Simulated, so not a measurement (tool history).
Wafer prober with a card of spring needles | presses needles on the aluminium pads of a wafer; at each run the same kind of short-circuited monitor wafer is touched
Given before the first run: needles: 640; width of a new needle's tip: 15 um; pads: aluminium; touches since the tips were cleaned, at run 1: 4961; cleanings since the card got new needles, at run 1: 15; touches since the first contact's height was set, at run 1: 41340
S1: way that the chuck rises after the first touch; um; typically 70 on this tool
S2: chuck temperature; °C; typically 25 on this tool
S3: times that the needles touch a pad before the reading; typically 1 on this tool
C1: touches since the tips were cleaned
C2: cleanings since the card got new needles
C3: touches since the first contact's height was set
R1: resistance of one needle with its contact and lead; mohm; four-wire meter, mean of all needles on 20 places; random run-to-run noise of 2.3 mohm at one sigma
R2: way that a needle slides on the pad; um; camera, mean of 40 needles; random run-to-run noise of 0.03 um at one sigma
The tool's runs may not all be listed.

{"run": 1, "hour": 0.0, "S1": 70, "S2": 25, "S3": 1, "C1": 4961, "C2": 15, "C3": 41340, "R1": 290, "R2": 15.9}
{"hour": 8.9, "done": "tips cleaned on abrasive film"}
{"run": 2, "hour": 15.7, "S1": 70, "S2": 122, "S3": 1, "C1": 1750, "C2": 16, "C3": 45331, "R1": 305, "R2": 15.85}
{"run": 3, "hour": 29.5, "S1": 70, "S2": 31, "S3": 1, "C1": 5295, "C2": 16, "C3": 48876, "R1": 286, "R2": 15.85}
{"hour": 36.2, "done": "tips cleaned on abrasive film"}
{"run": 4, "hour": 45.6, "S1": 70, "S2": 25, "S3": 2, "C1": 2416, "C2": 17, "C3": 52968, "R1": 269, "R2": 15.85}
{"hour": 63.0, "done": "tips cleaned on abrasive film"}
{"run": 5, "hour": 65.0, "S1": 70, "S2": 25, "S3": 2, "C1": 506, "C2": 18, "C3": 57897, "R1": 265, "R2": 15.86}
{"run": 6, "hour": 79.4, "S1": 70, "S2": 25, "S3": 2, "C1": 4202, "C2": 18, "C3": 61593, "R1": 276, "R2": 15.8}
{"hour": 90.5, "done": "tips cleaned on abrasive film"}
{"run": 7, "hour": 106.6, "S1": 70, "S2": 25, "S3": 1, "C1": 4100, "C2": 19, "C3": 68508, "R1": 286, "R2": 15.87}
{"hour": 117.4, "done": "tips cleaned on abrasive film"}
{"run": 8, "hour": 120.7, "S1": 59, "S2": 25, "S3": 1, "C1": 848, "C2": 20, "C3": 72112, "R1": 276, "R2": 13.23}
{"hour": 143.8, "done": "tips cleaned on abrasive film"}
{"run": 9, "hour": 146.4, "S1": 59, "S2": 25, "S3": 1, "C1": 659, "C2": 21, "C3": 78654, "R1": 272, "R2": 13.26}
{"hour": 149.2, "done": "height of the first contact set anew"}
{"hour": 170.7, "done": "tips cleaned on abrasive film"}
{"run": 10, "hour": 173.7, "S1": 59, "S2": 25, "S3": 1, "C1": 758, "C2": 22, "C3": 6244, "R1": 273, "R2": 13.48}
{"run": 11, "hour": 189.5, "S1": 70, "S2": 25, "S3": 1, "C1": 4801, "C2": 22, "C3": 10287, "R1": 286, "R2": 15.99}
{"hour": 198.4, "done": "tips cleaned on abrasive film"}
{"run": 12, "hour": 210.9, "S1": 70, "S2": 25, "S3": 1, "C1": 3214, "C2": 23, "C3": 15750, "R1": 282, "R2": 15.98}
{"hour": 224.6, "done": "tips cleaned on abrasive film"}
{"run": 13, "hour": 232.0, "S1": 70, "S2": 82, "S3": 1, "C1": 1912, "C2": 24, "C3": 21125, "R1": 295, "R2": 15.98}
{"run": 14, "hour": 243.6, "S1": 70, "S2": 82, "S3": 1, "C1": 4862, "C2": 24, "C3": 24075, "R1": 300, "R2": 15.94}
{"hour": 251.2, "done": "tips cleaned on abrasive film"}
{"run": 15, "hour": 258.4, "S1": 70, "S2": 54, "S3": 1, "C1": 1850, "C2": 25, "C3": 27843, "R1": 285, "R2": 15.92}
{"run": 16, "hour": 270.0, "S1": 59, "S2": 37, "S3": 1, "C1": 4829, "C2": 25, "C3": 30822, "R1": 302, "R2": 13.39}
{"hour": 278.7, "done": "tips cleaned on abrasive film"}
{"run": 17, "hour": 284.4, "S1": 52, "S2": 35, "S3": 1, "C1": 1476, "C2": 26, "C3": 34480, "R1": 293, "R2": 11.8}
{"run": 18, "hour": 301.0, "S1": 52, "S2": 35, "S3": 1, "C1": 5717, "C2": 26, "C3": 38721, "R1": 317, "R2": 11.76}
{"hour": 304.9, "done": "tips cleaned on abrasive film"}
{"run": 19, "hour": 328.6, "S1": 51, "S2": 50, "S3": 2, "C1": 6084, "C2": 27, "C3": 45767, "R1": 303, "R2": 11.5}
{"hour": 331.2, "done": "tips cleaned on abrasive film"}
{"run": 20, "hour": 352.0, "S1": 51, "S2": 39, "S3": 2, "C1": 5306, "C2": 28, "C3": 51710, "R1": 297, "R2": 11.53}
{"hour": 357.7, "done": "tips cleaned on abrasive film"}
{"run": 21, "hour": 365.6, "S1": 68, "S2": 39, "S3": 1, "C1": 2018, "C2": 29, "C3": 55169, "R1": 284, "R2": 15.36}
{"run": 22, "hour": 382.5, "S1": 70, "S2": 40, "S3": 1, "C1": 6345, "C2": 29, "C3": 59496, "R1": 294, "R2": 15.86}
{"hour": 383.7, "done": "tips cleaned on abrasive film"}
{"hour": 410.1, "done": "tips cleaned on abrasive film"}
{"run": 23, "hour": 410.1, "S1": 70, "S2": 40, "S3": 1, "C1": 0, "C2": 31, "C3": 66504, "R1": 266, "R2": 15.82}
{"run": 24, "hour": 425.6, "S1": 70, "S2": 40, "S3": 1, "C1": 3979, "C2": 31, "C3": 70483, "R1": 289, "R2": 15.81}
{"hour": 436.5, "done": "tips cleaned on abrasive film"}
{"run": 25, "hour": 438.9, "S1": 70, "S2": 53, "S3": 2, "C1": 610, "C2": 32, "C3": 73867, "R1": 277, "R2": 15.77}
{"hour": 461.0, "done": "height of the first contact set anew"}
{"run": 26, "hour": 461.0, "S1": 70, "S2": 46, "S3": 1, "C1": 6186, "C2": 32, "C3": 0, "R1": 294, "R2": 15.99}
{"hour": 463.5, "done": "tips cleaned on abrasive film"}
{"run": 27, "hour": 486.1, "S1": 70, "S2": 62, "S3": 1, "C1": 5777, "C2": 33, "C3": 6386, "R1": 295, "R2": 15.95}
{"hour": 489.9, "done": "tips cleaned on abrasive film"}
{"run": 28, "hour": 500.4, "S1": 82, "S2": 25, "S3": 1, "C1": 2681, "C2": 34, "C3": 10028, "R1": 273, "R2": 18.71}
{"hour": 516.6, "done": "tips cleaned on abrasive film"}
{"run": 29, "hour": 521.5, "S1": 82, "S2": 25, "S3": 1, "C1": 1252, "C2": 35, "C3": 15407, "R1": 270, "R2": 18.67}

Here are 5 independent what-if runs from the current tool condition. What would each one return?
{"run": "A", "hour": 536.7, "S1": 82, "S2": 39, "S3": 1, "C1": 5147, "C2": 35, "C3": 19302, "R1": "?", "R2": "?"}
{"run": "B", "hour": 536.7, "S1": 82, "S2": 25, "S3": 3, "C1": 5147, "C2": 35, "C3": 19302, "R1": "?", "R2": "?"}
{"run": "C", "hour": 536.7, "S1": 68, "S2": 25, "S3": 1, "C1": 5147, "C2": 35, "C3": 19302, "R1": "?", "R2": "?"}
{"run": "D", "hour": 536.7, "S1": 55, "S2": 66, "S3": 2, "C1": 5147, "C2": 35, "C3": 19302, "R1": "?", "R2": "?"}
{"run": "E", "hour": 536.7, "S1": 82, "S2": 119, "S3": 1, "C1": 5147, "C2": 35, "C3": 19302, "R1": "?", "R2": "?"}

run=A R1=280 R2=18.64
run=B R1=269 R2=18.67
run=C R1=290 R2=15.46
run=D R1=300 R2=12.53
run=E R1=304 R2=18.62
With no hidden state in the tool, these same runs would have given:
run=A R1=258 R2=18.72
run=B R1=261 R2=18.75
run=C R1=259 R2=15.53
run=D R1=274 R2=12.60
run=E R1=284 R2=18.69

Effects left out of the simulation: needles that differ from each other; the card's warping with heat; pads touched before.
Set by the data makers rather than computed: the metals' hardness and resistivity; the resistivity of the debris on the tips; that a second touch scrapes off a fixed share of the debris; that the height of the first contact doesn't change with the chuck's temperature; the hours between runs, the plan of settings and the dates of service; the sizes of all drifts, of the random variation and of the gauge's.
